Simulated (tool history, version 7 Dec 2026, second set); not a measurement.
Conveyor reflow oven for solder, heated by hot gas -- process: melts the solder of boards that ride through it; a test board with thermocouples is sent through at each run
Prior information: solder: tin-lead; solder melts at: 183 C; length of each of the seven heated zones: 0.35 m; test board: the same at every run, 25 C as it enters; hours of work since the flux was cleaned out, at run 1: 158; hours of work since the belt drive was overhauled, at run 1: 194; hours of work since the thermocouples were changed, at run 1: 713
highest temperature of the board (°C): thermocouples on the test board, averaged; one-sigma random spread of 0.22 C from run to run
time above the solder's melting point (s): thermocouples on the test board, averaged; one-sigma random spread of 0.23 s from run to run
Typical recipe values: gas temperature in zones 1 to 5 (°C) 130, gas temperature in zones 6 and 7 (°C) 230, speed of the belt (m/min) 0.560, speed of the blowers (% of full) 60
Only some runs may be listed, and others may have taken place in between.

| run | hour | gas temperature in zones 1 to 5 (°C) | gas temperature in zones 6 and 7 (°C) | speed of the belt (m/min) | speed of the blowers (% of full) | hours of work since the flux was cleaned out | hours of work since the belt drive was overhauled | hours of work since the thermocouples were changed | highest temperature of the board (°C) | time above the solder's melting point (s) |
|---|---|---|---|---|---|---|---|---|---|---|
| 1 | 0.0 | 130 | 230 | 0.560 | 60 | 158 | 194 | 713 | 212.0 | 49.3 |
| 2 | 17.3 | 130 | 230 | 0.560 | 60 | 167 | 203 | 722 | 212.1 | 49.5 |
| 3 | 38.1 | 130 | 230 | 0.560 | 60 | 177 | 213 | 732 | 212.1 | 49.1 |
| 4 | 62.5 | 130 | 230 | 0.560 | 59 | 189 | 225 | 744 | 211.4 | 49.2 |
| 5 | 98.6 | 126 | 230 | 0.560 | 59 | 207 | 243 | 762 | 210.6 | 46.8 |
| 6 | 117.7 | 126 | 230 | 0.560 | 59 | 216 | 252 | 771 | 210.8 | 47.0 |
| 7 | 147.4 | 130 | 229 | 0.560 | 60 | 231 | 266 | 786 | 211.2 | 48.4 |
| 8 | 180.9 | 130 | 230 | 0.560 | 60 | 247 | 283 | 802 | 211.8 | 49.6 |
| 9 | 219.3 | 130 | 230 | 0.560 | 60 | 266 | 302 | 821 | 211.8 | 49.3 |
| 10 | 245.0 | 130 | 218 | 0.560 | 60 | 279 | 314 | 834 | 201.8 | 38.2 |
| 11 | 266.2 | 130 | 218 | 0.560 | 60 | 289 | 325 | 844 | 201.4 | 38.1 |
| 12 | 301.5 | 130 | 218 | 0.560 | 60 | 306 | 342 | 861 | 202.1 | 38.0 |
| 13 | 341.6 | 130 | 218 | 0.560 | 60 | 326 | 362 | 881 | 201.5 | 38.2 |
| 14 | 365.2 | 130 | 218 | 0.560 | 60 | 338 | 373 | 893 | 201.4 | 38.1 |
| 15 | 388.5 | 130 | 218 | 0.560 | 60 | 349 | 385 | 904 | 201.5 | 38.2 |
| 16 | 422.7 | 130 | 218 | 0.541 | 80 | 366 | 402 | 921 | 207.7 | 48.9 |
| 17 | 460.1 | 130 | 220 | 0.579 | 51 | 384 | 420 | 939 | 198.2 | 31.4 |
| 18 | 500.6 | 130 | 220 | 0.579 | 51 | 404 | 440 | 959 | 198.9 | 31.2 |
| 19 | 522.3 | 141 | 218 | 0.630 | 63 | 415 | 451 | 970 | 200.6 | 35.2 |
| 20 | 544.0 | 141 | 218 | 0.630 | 63 | 425 | 461 | 980 | 200.7 | 35.4 |
| 21 | 571.2 | 135 | 235 | 0.571 | 76 | 439 | 475 | 994 | 221.2 | 57.8 |
| 22 | 589.3 | 130 | 230 | 0.619 | 60 | 448 | 484 | 1003 | 207.4 | 39.7 |
|  | 596.8 | flux residue cleaned out of gas plates and filters |
| 23 | 628.2 | 130 | 230 | 0.619 | 60 | 15 | 500 | 1019 | 209.7 | 42.2 |
| 24 | 668.7 | 127 | 230 | 0.619 | 60 | 35 | 520 | 1039 | 208.3 | 40.7 |
| 25 | 691.0 | 127 | 237 | 0.619 | 60 | 46 | 531 | 1050 | 214.3 | 45.5 |
| 26 | 713.1 | 127 | 237 | 0.619 | 60 | 57 | 542 | 1061 | 214.2 | 45.5 |
| 27 | 733.5 | 128 | 242 | 0.491 | 60 | 67 | 552 | 1071 | 227.9 | 69.5 |
| 28 | 763.6 | 128 | 242 | 0.491 | 60 | 82 | 567 | 1086 | 227.6 | 69.8 |
| 29 | 781.2 | 136 | 240 | 0.604 | 73 | 91 | 575 | 1095 | 224.6 | 56.9 |
| 30 | 801.7 | 136 | 240 | 0.604 | 73 | 101 | 585 | 1105 | 224.7 | 56.5 |

Branching from run 30: 5 alternative next runs. What would each branch give?
| A | 839.7 | 138 | 240 | 0.641 | 89 | 119 | 604 | 1123 | ? | ? |
| B | 839.7 | 143 | 242 | 0.560 | 73 | 119 | 604 | 1123 | ? | ? |
| C | 839.7 | 141 | 242 | 0.599 | 73 | 119 | 604 | 1123 | ? | ? |
| D | 839.7 | 135 | 245 | 0.560 | 80 | 119 | 604 | 1123 | ? | ? |
| E | 839.7 | 136 | 224 | 0.462 | 73 | 119 | 604 | 1123 | ? | ? |

| run | highest temperature of the board (°C) | time above the solder's melting point (s) |
|---|---|---|
| A | 226.8 | 55.8 |
| B | 229.9 | 66.9 |
| C | 227.2 | 60.7 |
| D | 232.9 | 66.0 |
| E | 216.9 | 70.5 |
Without the tool's hidden state the same runs would have given:
| run | highest temperature of the board (°C) | time above the solder's melting point (s) |
|---|---|---|
| A | 226.2 | 54.9 |
| B | 229.2 | 65.7 |
| C | 226.5 | 59.6 |
| D | 232.2 | 64.9 |
| E | 216.1 | 69.1 |
